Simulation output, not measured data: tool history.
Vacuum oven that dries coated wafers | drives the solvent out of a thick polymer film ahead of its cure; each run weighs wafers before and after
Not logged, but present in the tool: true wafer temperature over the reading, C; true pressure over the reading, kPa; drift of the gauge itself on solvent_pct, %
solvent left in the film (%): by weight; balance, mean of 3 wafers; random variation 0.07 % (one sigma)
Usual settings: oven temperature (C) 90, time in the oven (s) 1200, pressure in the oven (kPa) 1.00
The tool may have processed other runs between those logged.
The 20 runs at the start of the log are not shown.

run,day,oven temperature (C),time in the oven (s),pressure in the oven (kPa),hours of work since the thermocouples were calibrated,hours of work since the vacuum gauge was cleaned of residue,solvent left in the film (%)
21,35.571,94,1380,0.63,245,172,2.87
22,37.408,85,1200,1.00,276,203,7.70
23,39.283,98,1200,2.56,308,235,4.14
24,41.200,87,840,0.89,340,267,8.98
25,43.333,90,1320,1.00,376,304,4.95
26,45.071,87,1200,1.00,405,333,6.75
27,46.229,96,1200,1.00,425,353,3.43
28,47.871,96,1200,1.00,453,380,3.48
29,50.617,96,1200,1.00,499,427,3.48
30,52.779,93,720,3.68,536,463,9.93
31,54.246,87,1200,2.17,561,488,8.46
32,56.588,87,1080,2.17,600,528,8.94

4 ways to go on from here, each from the tool as it stands after run 32. What would each give?
A,58.767,94,840,2.65,637,565,?
B,58.767,87,1080,3.23,637,565,?
C,58.767,87,900,2.17,637,565,?
D,58.767,97,1260,2.17,637,565,?

run,solvent left in the film (%)
A,7.89
B,10.11
C,10.07
D,4.14
Stripped of hidden state, with their random variation kept, the same runs would have yielded:
run,solvent left in the film (%)
A,7.25
B,9.41
C,9.40
D,3.68
